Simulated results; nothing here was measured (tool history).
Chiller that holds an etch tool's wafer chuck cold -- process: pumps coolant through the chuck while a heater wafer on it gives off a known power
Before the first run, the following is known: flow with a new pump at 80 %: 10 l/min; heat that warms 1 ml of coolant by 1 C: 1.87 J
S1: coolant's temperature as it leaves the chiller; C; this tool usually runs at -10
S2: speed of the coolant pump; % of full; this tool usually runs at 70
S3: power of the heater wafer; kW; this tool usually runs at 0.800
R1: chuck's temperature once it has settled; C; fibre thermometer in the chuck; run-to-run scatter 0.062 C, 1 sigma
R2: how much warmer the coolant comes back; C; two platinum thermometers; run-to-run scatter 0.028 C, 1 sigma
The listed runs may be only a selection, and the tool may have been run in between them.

{"run": 1, "day": 0.0, "S1": -10, "S2": 70, "S3": 0.8, "R1": -2.24, "R2": 2.9}
{"run": 2, "day": 0.779, "S1": -16, "S2": 70, "S3": 0.8, "R1": -8.18, "R2": 2.94}
{"run": 3, "day": 1.912, "S1": -16, "S2": 70, "S3": 0.8, "R1": -8.16, "R2": 2.96}
{"run": 4, "day": 3.658, "S1": -10, "S2": 70, "S3": 0.8, "R1": -2.07, "R2": 3.0}
{"run": 5, "day": 4.667, "S1": -10, "S2": 70, "S3": 0.8, "R1": -2.08, "R2": 2.95}
{"run": 6, "day": 6.242, "S1": -10, "S2": 70, "S3": 0.8, "R1": -2.11, "R2": 3.03}
{"run": 7, "day": 6.975, "S1": -10, "S2": 70, "S3": 0.864, "R1": -1.43, "R2": 3.21}
{"run": 8, "day": 8.362, "S1": -10, "S2": 70, "S3": 0.864, "R1": -1.48, "R2": 3.15}
{"run": 9, "day": 10.0, "S1": -10, "S2": 92, "S3": 0.8, "R1": -3.85, "R2": 2.18}
{"run": 10, "day": 11.712, "S1": -10, "S2": 92, "S3": 0.8, "R1": -3.76, "R2": 2.12}
{"run": 11, "day": 13.412, "S1": -10, "S2": 92, "S3": 0.8, "R1": -3.87, "R2": 2.21}
{"run": 12, "day": 14.121, "S1": -10, "S2": 70, "S3": 0.8, "R1": -2.12, "R2": 2.99}
{"run": 13, "day": 15.212, "S1": -10, "S2": 70, "S3": 0.8, "R1": -2.03, "R2": 3.0}
{"run": 14, "day": 16.867, "S1": -10, "S2": 70, "S3": 0.801, "R1": -2.01, "R2": 2.96}
{"run": 15, "day": 18.088, "S1": -10, "S2": 70, "S3": 0.801, "R1": -2.16, "R2": 2.96}
{"run": 16, "day": 18.896, "S1": -10, "S2": 70, "S3": 0.801, "R1": -1.93, "R2": 3.02}
{"run": 17, "day": 20.342, "S1": -16, "S2": 61, "S3": 0.559, "R1": -9.93, "R2": 2.49}
{"run": 18, "day": 21.617, "S1": -14, "S2": 62, "S3": 0.656, "R1": -6.77, "R2": 2.79}
{"run": 19, "day": 22.796, "S1": -14, "S2": 62, "S3": 0.656, "R1": -6.75, "R2": 2.81}
{"run": 20, "day": 23.683, "S1": -7, "S2": 70, "S3": 0.571, "R1": -1.41, "R2": 2.15}
{"run": 21, "day": 24.454, "S1": -7, "S2": 66, "S3": 0.571, "R1": -1.17, "R2": 2.22}
{"run": 22, "day": 25.433, "S1": -7, "S2": 66, "S3": 0.571, "R1": -1.11, "R2": 2.29}
{"run": 23, "day": 27.096, "S1": -11, "S2": 96, "S3": 0.8, "R1": -4.88, "R2": 2.1}
{"run": 24, "day": 28.704, "S1": -11, "S2": 96, "S3": 0.8, "R1": -4.93, "R2": 2.14}
{"run": 25, "day": 29.75, "S1": -8, "S2": 96, "S3": 0.8, "R1": -1.87, "R2": 2.09}
{"run": 26, "day": 31.283, "S1": -13, "S2": 74, "S3": 1.059, "R1": -2.78, "R2": 3.78}
{"run": 27, "day": 32.508, "S1": -13, "S2": 74, "S3": 1.059, "R1": -2.77, "R2": 3.78}
{"run": 28, "day": 33.704, "S1": -13, "S2": 74, "S3": 0.964, "R1": -3.73, "R2": 3.41}
{"run": 29, "day": 34.908, "S1": -16, "S2": 78, "S3": 0.505, "R1": -11.47, "R2": 1.71}
{"run": 30, "day": 36.021, "S1": -19, "S2": 61, "S3": 0.975, "R1": -7.97, "R2": 4.29}
{"run": 31, "day": 37.133, "S1": -16, "S2": 71, "S3": 0.529, "R1": -10.77, "R2": 1.92}

Branching from run 31: 3 alternative next runs. What would each branch give?
{"run": "A", "day": 38.292, "S1": -12, "S2": 97, "S3": 1.17, "R1": "?", "R2": "?"}
{"run": "B", "day": 38.292, "S1": -10, "S2": 69, "S3": 0.619, "R1": "?", "R2": "?"}
{"run": "C", "day": 38.292, "S1": -19, "S2": 92, "S3": 0.629, "R1": "?", "R2": "?"}

run=A R1=-2.96 R2=3.07
run=B R1=-3.65 R2=2.35
run=C R1=-14.07 R2=1.78
With no hidden state in the tool, these same runs would have given:
run=A R1=-3.37 R2=3.02
run=B R1=-3.85 R2=2.31
run=C R1=-14.18 R2=1.75
